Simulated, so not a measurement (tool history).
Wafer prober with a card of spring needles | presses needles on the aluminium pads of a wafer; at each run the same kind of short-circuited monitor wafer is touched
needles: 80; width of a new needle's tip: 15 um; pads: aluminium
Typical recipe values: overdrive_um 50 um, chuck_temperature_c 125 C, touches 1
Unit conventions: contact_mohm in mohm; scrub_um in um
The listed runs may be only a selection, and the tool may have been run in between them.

run	hour	overdrive_um	chuck_temperature_c	touches	contact_mohm	scrub_um
1	0	50	125	1	156	8.86
2	42.1	50	125	1	154	8.95
3	74.4	50	125	1	156	8.93
4	106.2	50	125	1	155	9.02
5	138.5	50	90	1	149	8.82
6	169.4	50	43	1	141	8.88
7	219.6	50	43	1	141	8.96
8	245.4	50	125	1	154	8.91
9	275.5	50	125	1	156	8.94
10	318.7	31	72	2	160	5.52
11	375.2	31	116	2	172	5.42
12	431	31	116	2	170	5.52
13	467.2	31	116	2	170	5.45
14	504.7	31	116	2	170	5.52
15	559.6	50	91	1	151	9.02
16	585.2	35	37	2	149	6.24
17	617.4	50	27	2	135	8.94

The log once held 147 entries between its listed runs, left out of this copy. Where does each go, and what is different about the tool's unlogged condition between the listed run before it and the listed run after it?
In the gap between runs 1 and 2: tips cleaned on abrasive film (hour 4.3); tips cleaned on abrasive film (hour 8.7); tips cleaned on abrasive film (hour 13.2); tips cleaned on abrasive film (hour 17.6); tips cleaned on abrasive film (hour 22); tips cleaned on abrasive film (hour 26.4); tips cleaned on abrasive film (hour 30.8); tips cleaned on abrasive film (hour 35.2); tips cleaned on abrasive film (hour 39.6)
  debris on the tips, nm: 0 -> 0.3; way that the needles fall short of the set height, um: 0 -> 0.01
In the gap between runs 2 and 3: tips cleaned on abrasive film (hour 43.9); tips cleaned on abrasive film (hour 48.3); tips cleaned on abrasive film (hour 52.7); tips cleaned on abrasive film (hour 57.1); tips cleaned on abrasive film (hour 60.6); tips cleaned on abrasive film (hour 65); tips cleaned on abrasive film (hour 69.4); tips cleaned on abrasive film (hour 73.8)
  debris on the tips, nm: 0.3 -> 0.1
In the gap between runs 3 and 4: tips cleaned on abrasive film (hour 78); tips cleaned on abrasive film (hour 82.4); tips cleaned on abrasive film (hour 86.8); tips cleaned on abrasive film (hour 91.2); tips cleaned on abrasive film (hour 95.6); tips cleaned on abrasive film (hour 100); tips cleaned on abrasive film (hour 104.4)
  debris on the tips, nm: 0.1 -> 0.2
In the gap between runs 4 and 5: tips cleaned on abrasive film (hour 108.1); tips cleaned on abrasive film (hour 111.6); tips cleaned on abrasive film (hour 116); tips cleaned on abrasive film (hour 120.4); tips cleaned on abrasive film (hour 124.8); tips cleaned on abrasive film (hour 129.2); tips cleaned on abrasive film (hour 133.6); tips cleaned on abrasive film (hour 138)
  debris on the tips, nm: 0.2 -> 0.1
In the gap between runs 5 and 6: tips cleaned on abrasive film (hour 142.1); tips cleaned on abrasive film (hour 146.5); tips cleaned on abrasive film (hour 150.9); tips cleaned on abrasive film (hour 154.4); tips cleaned on abrasive film (hour 158.8); tips cleaned on abrasive film (hour 163.2); tips cleaned on abrasive film (hour 167.6)
  debris on the tips, nm: 0.1 -> 0.2; way that the needles fall short of the set height, um: 0.01 -> 0.02
In the gap between runs 6 and 7: tips cleaned on abrasive film (hour 171.2); tips cleaned on abrasive film (hour 175.6); tips cleaned on abrasive film (hour 180); tips cleaned on abrasive film (hour 184.4); tips cleaned on abrasive film (hour 188.8); tips cleaned on abrasive film (hour 193.2); tips cleaned on abrasive film (hour 197.6); tips cleaned on abrasive film (hour 201.2); tips cleaned on abrasive film (hour 205.6); height of the first contact set anew (hour 209.3); tips cleaned on abrasive film (hour 210.3); tips cleaned on abrasive film (hour 213.8); tips cleaned on abrasive film (hour 218.2)
  debris on the tips, nm: 0.2 -> 0.1; way that the needles fall short of the set height, um: 0.02 -> 0
In the gap between runs 7 and 8: tips cleaned on abrasive film (hour 222.3); tips cleaned on abrasive film (hour 226.7); tips cleaned on abrasive film (hour 231.1); tips cleaned on abrasive film (hour 235.5); tips cleaned on abrasive film (hour 239.9); tips cleaned on abrasive film (hour 244.3)
  no hidden state differs between the two runs
In the gap between runs 8 and 9: tips cleaned on abrasive film (hour 248); tips cleaned on abrasive film (hour 252.4); tips cleaned on abrasive film (hour 256.8); tips cleaned on abrasive film (hour 261.3); tips cleaned on abrasive film (hour 265.7); tips cleaned on abrasive film (hour 270.1); tips cleaned on abrasive film (hour 273.6)
  debris on the tips, nm: 0.1 -> 0.2; way that the needles fall short of the set height, um: 0 -> 0.01
In the gap between runs 9 and 10: tips cleaned on abrasive film (hour 277.3); tips cleaned on abrasive film (hour 280.8); tips cleaned on abrasive film (hour 285.2); tips cleaned on abrasive film (hour 288.8); tips cleaned on abrasive film (hour 293.2); tips cleaned on abrasive film (hour 297.6); tips cleaned on abrasive film (hour 302); tips cleaned on abrasive film (hour 306.4); tips cleaned on abrasive film (hour 310.8); tips cleaned on abrasive film (hour 315.2); tips cleaned on abrasive film (hour 318.7)
  debris on the tips, nm: 0.2 -> 0
In the gap between runs 10 and 11: tips cleaned on abrasive film (hour 323); tips cleaned on abrasive film (hour 326.6); tips cleaned on abrasive film (hour 331); tips cleaned on abrasive film (hour 335.4); tips cleaned on abrasive film (hour 339.8); tips cleaned on abrasive film (hour 344.2); tips cleaned on abrasive film (hour 348.6); tips cleaned on abrasive film (hour 353); tips cleaned on abrasive film (hour 357.4); tips cleaned on abrasive film (hour 361.8); tips cleaned on abrasive film (hour 366.2); tips cleaned on abrasive film (hour 369.7); tips cleaned on abrasive film (hour 374.1)
  debris on the tips, nm: 0 -> 0.1; tips' diameter, um: 15.02 -> 15.03
In the gap between runs 11 and 12: tips cleaned on abrasive film (hour 377.9); tips cleaned on abrasive film (hour 382.3); tips cleaned on abrasive film (hour 386.7); tips cleaned on abrasive film (hour 391.1); tips cleaned on abrasive film (hour 395.5); tips cleaned on abrasive film (hour 399.9); tips cleaned on abrasive film (hour 404.3); tips cleaned on abrasive film (hour 408.7); tips cleaned on abrasive film (hour 413.1); tips cleaned on abrasive film (hour 417.5); tips cleaned on abrasive film (hour 421); tips cleaned on abrasive film (hour 425.4); tips cleaned on abrasive film (hour 429.8)
  way that the needles fall short of the set height, um: 0.01 -> 0.02
In the gap between runs 12 and 13: tips cleaned on abrasive film (hour 433.7); tips cleaned on abrasive film (hour 438.1); tips cleaned on abrasive film (hour 442.5); tips cleaned on abrasive film (hour 446); tips cleaned on abrasive film (hour 450.4); tips cleaned on abrasive film (hour 454.8); tips cleaned on abrasive film (hour 459.2); tips cleaned on abrasive film (hour 463.7); height of the first contact set anew (hour 467.2)
  debris on the tips, nm: 0.1 -> 0.3; way that the needles fall short of the set height, um: 0.02 -> 0
In the gap between runs 13 and 14: tips cleaned on abrasive film (hour 468.2); tips cleaned on abrasive film (hour 471.8); tips cleaned on abrasive film (hour 476.2); tips cleaned on abrasive film (hour 480.6); tips cleaned on abrasive film (hour 485); tips cleaned on abrasive film (hour 489.4); tips cleaned on abrasive film (hour 493.8); tips cleaned on abrasive film (hour 498.2); tips cleaned on abrasive film (hour 502.6)
  debris on the tips, nm: 0.3 -> 0.2
In the gap between runs 14 and 15: tips cleaned on abrasive film (hour 506.5); tips cleaned on abrasive film (hour 510.9); tips cleaned on abrasive film (hour 514.5); tips cleaned on abrasive film (hour 518.9); tips cleaned on abrasive film (hour 523.3); tips cleaned on abrasive film (hour 527.7); tips cleaned on abrasive film (hour 532.1); tips cleaned on abrasive film (hour 536.5); tips cleaned on abrasive film (hour 540.9); tips cleaned on abrasive film (hour 545.3); tips cleaned on abrasive film (hour 549.7); tips cleaned on abrasive film (hour 554.1); tips cleaned on abrasive film (hour 558.5)
  debris on the tips, nm: 0.2 -> 0.1; way that the needles fall short of the set height, um: 0 -> 0.01
In the gap between runs 15 and 16: tips cleaned on abrasive film (hour 562.3); tips cleaned on abrasive film (hour 566.7); tips cleaned on abrasive film (hour 571.1); tips cleaned on abrasive film (hour 574.6); tips cleaned on abrasive film (hour 579); tips cleaned on abrasive film (hour 582.6)
  debris on the tips, nm: 0.1 -> 0.2
In the gap between runs 16 and 17: tips cleaned on abrasive film (hour 586.2); tips cleaned on abrasive film (hour 590.6); tips cleaned on abrasive film (hour 594.1); tips cleaned on abrasive film (hour 598.5); tips cleaned on abrasive film (hour 602.1); tips cleaned on abrasive film (hour 606.5); tips cleaned on abrasive film (hour 610.9); tips cleaned on abrasive film (hour 615.3)
  no hidden state differs between the two runs

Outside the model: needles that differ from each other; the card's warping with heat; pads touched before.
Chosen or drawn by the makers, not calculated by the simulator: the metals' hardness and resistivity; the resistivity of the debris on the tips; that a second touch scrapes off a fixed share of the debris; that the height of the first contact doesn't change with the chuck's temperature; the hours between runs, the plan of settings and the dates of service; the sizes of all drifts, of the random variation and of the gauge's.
